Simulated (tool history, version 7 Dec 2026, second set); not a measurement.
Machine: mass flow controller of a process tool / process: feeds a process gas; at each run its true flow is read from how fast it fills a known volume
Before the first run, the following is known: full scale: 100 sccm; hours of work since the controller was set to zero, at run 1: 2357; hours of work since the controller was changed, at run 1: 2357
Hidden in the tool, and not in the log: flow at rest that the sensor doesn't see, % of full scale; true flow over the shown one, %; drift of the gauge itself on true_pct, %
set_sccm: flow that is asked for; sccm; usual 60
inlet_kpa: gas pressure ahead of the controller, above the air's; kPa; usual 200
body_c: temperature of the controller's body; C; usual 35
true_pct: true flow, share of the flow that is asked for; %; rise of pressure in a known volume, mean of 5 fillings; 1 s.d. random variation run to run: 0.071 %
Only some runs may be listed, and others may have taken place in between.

run	day	set_sccm	inlet_kpa	body_c	hours of work since the controller was set to zero	hours of work since the controller was changed	true_pct
1	0	60	200	35	2357	2357	98.49
2	11.354	60	200	26	2532	2532	97.63
3	21.933	60	200	35	2695	2695	98.02
4	32.146	60	200	35	2852	2852	97.95
5	40.838	60	200	35	2986	2986	97.9
6	54.796	60	200	35	3202	3202	97.86
7	66.446	60	200	35	3381	3381	97.62
8	72.925	60	172	35	3481	3481	97.6
9	87.104	60	172	35	3700	3700	97.37
10	100.258	60	172	33	3903	3903	97.1
11	110.546	60	172	33	4061	4061	96.95
12	125.042	51	216	38	4285	4285	96.63
13	133.3	33	195	22	4412	4412	94.51

Run 14 is up next; what results do you expect?
14	147.567	77	203	30	4632	4632	?

{"run 14": {"true_pct": 96.79}}
With the hidden condition absent and the run-to-run variation left alone, this run would have shown true_pct 99.89 %.
